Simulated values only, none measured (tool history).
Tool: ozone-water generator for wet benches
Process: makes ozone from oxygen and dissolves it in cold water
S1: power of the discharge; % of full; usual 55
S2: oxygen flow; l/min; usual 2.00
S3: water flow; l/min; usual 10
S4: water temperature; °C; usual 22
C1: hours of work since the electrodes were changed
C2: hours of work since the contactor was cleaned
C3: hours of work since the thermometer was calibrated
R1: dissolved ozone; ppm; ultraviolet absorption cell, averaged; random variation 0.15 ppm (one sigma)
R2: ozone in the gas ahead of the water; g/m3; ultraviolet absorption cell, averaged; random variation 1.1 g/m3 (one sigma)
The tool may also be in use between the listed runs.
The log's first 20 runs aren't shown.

run,hour,S1,S2,S3,S4,C1,C2,C3,R1,R2
21,916.6,40,2.00,10,18,895,684,292,16.0,161.2
22,959.2,66,1.26,7,20,922,712,320,29.7,308.4
23,990.2,90,2.00,10,19,942,731,339,28.1,291.1
24,1042.5,47,2.00,7,16,976,765,373,24.2,181.3
25,1094.4,54,2.00,8,16,1009,798,406,24.1,198.4
26,1151.1,65,1.18,15,29,1045,835,443,13.5,315.4
27,1198.5,65,1.18,15,29,1076,865,473,13.4,314.6
28,1241.7,47,1.18,15,15,1104,893,501,11.4,245.6
29,1269.8,47,1.18,15,15,1122,911,519,11.6,247.7
30,1318.7,47,1.18,15,15,1153,943,551,11.6,247.3
31,1378.1,55,2.47,10,22,1191,981,589,18.9,177.3
32,1433.8,78,3.30,16,24,1227,1017,625,16.1,192.8

4 ways to go on from here, each from the tool as it stands after run 32. What would each give?
A,1459.7,55,2.00,10,15,1244,1033,641,?,?
B,1459.7,60,2.65,10,22,1244,1033,641,?,?
C,1459.7,78,2.20,16,24,1244,1033,641,?,?
D,1459.7,78,2.83,7,24,1244,1033,641,?,?

run,R1,R2
A,20.4,203.7
B,19.6,182.1
C,15.9,249.8
D,29.3,215.2
Without the tool's hidden state the same runs would have given:
run,R1,R2
A,20.9,208.3
B,20.2,186.6
C,16.5,257.3
D,30.3,221.7

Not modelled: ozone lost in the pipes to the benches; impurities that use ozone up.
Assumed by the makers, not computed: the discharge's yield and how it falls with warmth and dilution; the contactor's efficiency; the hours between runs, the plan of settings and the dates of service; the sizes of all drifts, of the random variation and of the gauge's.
